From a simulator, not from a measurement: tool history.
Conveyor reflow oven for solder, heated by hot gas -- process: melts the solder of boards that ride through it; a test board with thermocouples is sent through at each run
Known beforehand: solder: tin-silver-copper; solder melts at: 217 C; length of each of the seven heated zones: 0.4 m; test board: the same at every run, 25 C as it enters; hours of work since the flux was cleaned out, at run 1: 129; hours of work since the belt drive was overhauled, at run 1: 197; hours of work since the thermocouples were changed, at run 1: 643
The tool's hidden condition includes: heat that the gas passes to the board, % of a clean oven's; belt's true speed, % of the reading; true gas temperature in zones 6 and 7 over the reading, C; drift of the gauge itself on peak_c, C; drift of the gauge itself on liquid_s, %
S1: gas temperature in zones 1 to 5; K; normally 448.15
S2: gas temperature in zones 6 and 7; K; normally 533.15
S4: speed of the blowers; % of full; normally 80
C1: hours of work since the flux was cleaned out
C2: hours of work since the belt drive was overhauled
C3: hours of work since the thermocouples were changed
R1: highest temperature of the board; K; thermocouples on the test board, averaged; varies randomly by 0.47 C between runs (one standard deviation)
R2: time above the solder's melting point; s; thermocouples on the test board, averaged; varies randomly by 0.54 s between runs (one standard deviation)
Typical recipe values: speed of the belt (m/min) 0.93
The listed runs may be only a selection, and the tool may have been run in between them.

run 1 day=0 | S1=448.15 S2=533.15 speed_of_the_belt_(m/min)=0.93 S4=80 | C1=129 C2=197 C3=643 | R1=517.05 R2=34.1
run 2 day=3.775 | S1=437.15 S2=533.15 speed_of_the_belt_(m/min)=0.93 S4=80 | C1=168 C2=236 C3=682 | R1=513.85 R2=30.3
run 3 day=6.929 | S1=437.15 S2=533.15 speed_of_the_belt_(m/min)=0.93 S4=80 | C1=201 C2=269 C3=715 | R1=514.25 R2=29.6
run 4 day=10.417 | S1=437.15 S2=533.15 speed_of_the_belt_(m/min)=0.93 S4=80 | C1=237 C2=304 C3=751 | R1=513.95 R2=29.4
run 5 day=12.338 | S1=437.15 S2=533.15 speed_of_the_belt_(m/min)=0.93 S4=80 | C1=256 C2=324 C3=770 | R1=513.05 R2=29.3
run 6 day=15.4 | S1=448.15 S2=533.15 speed_of_the_belt_(m/min)=0.93 S4=80 | C1=288 C2=356 C3=802 | R1=515.75 R2=32.1
run 7 day=18.308 | S1=448.15 S2=533.15 speed_of_the_belt_(m/min)=0.93 S4=80 | C1=318 C2=386 C3=832 | R1=515.45 R2=33.5
run 8 day=22.292 | S1=448.15 S2=533.15 speed_of_the_belt_(m/min)=0.948 S4=80 | C1=359 C2=427 C3=873 | R1=514.45 R2=32
run 9 day=24.329 | S1=435.15 S2=533.15 speed_of_the_belt_(m/min)=0.93 S4=80 | C1=380 C2=448 C3=894 | R1=512.15 R2=26.8
run 10 day=27.758 | S1=435.15 S2=533.15 speed_of_the_belt_(m/min)=0.93 S4=80 | C1=415 C2=483 C3=929 | R1=511.55 R2=26.8
-- day=29.246 flux residue cleaned out of gas plates and filters
run 11 day=32.154 | S1=435.15 S2=533.15 speed_of_the_belt_(m/min)=0.93 S4=80 | C1=30 C2=527 C3=973 | R1=514.65 R2=30
run 12 day=34.854 | S1=435.15 S2=533.15 speed_of_the_belt_(m/min)=0.93 S4=80 | C1=58 C2=554 C3=1000 | R1=514.15 R2=29.3
run 13 day=37.917 | S1=448.15 S2=533.15 speed_of_the_belt_(m/min)=0.93 S4=80 | C1=89 C2=586 C3=1032 | R1=515.55 R2=34.1
run 14 day=40.238 | S1=448.15 S2=533.15 speed_of_the_belt_(m/min)=0.93 S4=80 | C1=113 C2=610 C3=1056 | R1=516.65 R2=33.5
run 15 day=43.888 | S1=448.15 S2=533.15 speed_of_the_belt_(m/min)=0.93 S4=80 | C1=151 C2=648 C3=1094 | R1=516.15 R2=33.3
run 16 day=47.521 | S1=443.15 S2=533.15 speed_of_the_belt_(m/min)=0.93 S4=74 | C1=188 C2=685 C3=1131 | R1=512.85 R2=30.1
run 17 day=51.254 | S1=444.15 S2=542.15 speed_of_the_belt_(m/min)=0.93 S4=76 | C1=227 C2=724 C3=1170 | R1=521.25 R2=36.1
run 18 day=53.692 | S1=434.15 S2=533.15 speed_of_the_belt_(m/min)=0.743 S4=59 | C1=252 C2=749 C3=1195 | R1=515.15 R2=38.6
run 19 day=55.838 | S1=434.15 S2=531.15 speed_of_the_belt_(m/min)=0.816 S4=59 | C1=274 C2=771 C3=1217 | R1=510.05 R2=30.9
run 20 day=58.1 | S1=448.15 S2=533.15 speed_of_the_belt_(m/min)=0.93 S4=56 | C1=298 C2=794 C3=1240 | R1=509.65 R2=27
-- day=59.083 thermocouples of zones 6 and 7 changed
run 21 day=62.112 | S1=448.15 S2=533.15 speed_of_the_belt_(m/min)=1.033 S4=80 | C1=338 C2=835 C3=31 | R1=513.95 R2=28.8
-- day=64.162 belt drive overhauled, speed set with a stopwatch
run 22 day=66.108 | S1=460.15 S2=539.15 speed_of_the_belt_(m/min)=0.959 S4=67 | C1=378 C2=20 C3=71 | R1=519.95 R2=37.4
run 23 day=68.208 | S1=460.15 S2=539.15 speed_of_the_belt_(m/min)=0.959 S4=67 | C1=399 C2=42 C3=92 | R1=520.45 R2=37.2
-- day=71.217 flux residue cleaned out of gas plates and filters
run 24 day=71.954 | S1=447.15 S2=539.15 speed_of_the_belt_(m/min)=1.107 S4=67 | C1=8 C2=78 C3=129 | R1=514.95 R2=25.5
run 25 day=76.158 | S1=448.15 S2=533.15 speed_of_the_belt_(m/min)=0.794 S4=78 | C1=51 C2=122 C3=172 | R1=522.45 R2=45.4
run 26 day=78.679 | S1=448.15 S2=541.15 speed_of_the_belt_(m/min)=0.93 S4=80 | C1=77 C2=148 C3=198 | R1=524.25 R2=38.5
run 27 day=82.167 | S1=448.15 S2=533.15 speed_of_the_belt_(m/min)=0.931 S4=57 | C1=113 C2=184 C3=234 | R1=512.55 R2=30.1
run 28 day=85.404 | S1=448.15 S2=533.15 speed_of_the_belt_(m/min)=0.931 S4=78 | C1=146 C2=217 C3=268 | R1=516.65 R2=34.9
run 29 day=88.538 | S1=448.15 S2=533.15 speed_of_the_belt_(m/min)=1.084 S4=56 | C1=179 C2=249 C3=300 | R1=506.45 R2=20.4
run 30 day=92.275 | S1=448.15 S2=533.15 speed_of_the_belt_(m/min)=1.084 S4=56 | C1=217 C2=288 C3=338 | R1=506.55 R2=19.6

What differs in the tool's unlogged condition from the final listed run ahead of each entry between runs to the first listed run following it?
In the gap between runs 10 and 11: flux residue cleaned out of gas plates and filters (day 29.246)
  heat that the gas passes to the board, % of a clean oven's: 87.8 -> 98.5; belt's true speed, % of the reading: 98.93 -> 98.84; true gas temperature in zones 6 and 7 over the reading, C: -2.89 -> -3.02
  measured value less the no-hidden-state value, R1: -5.6 -> -2.6 K; R2: -4.3 -> -1.3 s
In the gap between runs 20 and 21: thermocouples of zones 6 and 7 changed (day 59.083)
  heat that the gas passes to the board, % of a clean oven's: 90.7 -> 89.6; belt's true speed, % of the reading: 98.31 -> 98.23; true gas temperature in zones 6 and 7 over the reading, C: -3.82 -> -0.37
  measured value less the no-hidden-state value, R1: -4.6 -> -2.6 K; R2: -3.5 -> -1.7 s
In the gap between runs 21 and 22: belt drive overhauled, speed set with a stopwatch (day 64.162)
  heat that the gas passes to the board, % of a clean oven's: 89.6 -> 88.5; belt's true speed, % of the reading: 98.23 -> 99.84; true gas temperature in zones 6 and 7 over the reading, C: -0.37 -> -0.48
  measured value less the no-hidden-state value, R1: -2.6 -> -3.1 K; R2: -1.7 -> -2.1 s
In the gap between runs 23 and 24: flux residue cleaned out of gas plates and filters (day 71.217)
  heat that the gas passes to the board, % of a clean oven's: 87.9 -> 99.5; belt's true speed, % of the reading: 99.8 -> 99.73; true gas temperature in zones 6 and 7 over the reading, C: -0.54 -> -0.65
  measured value less the no-hidden-state value, R1: -3.3 -> -0.5 K; R2: -2.3 -> -0.2 s
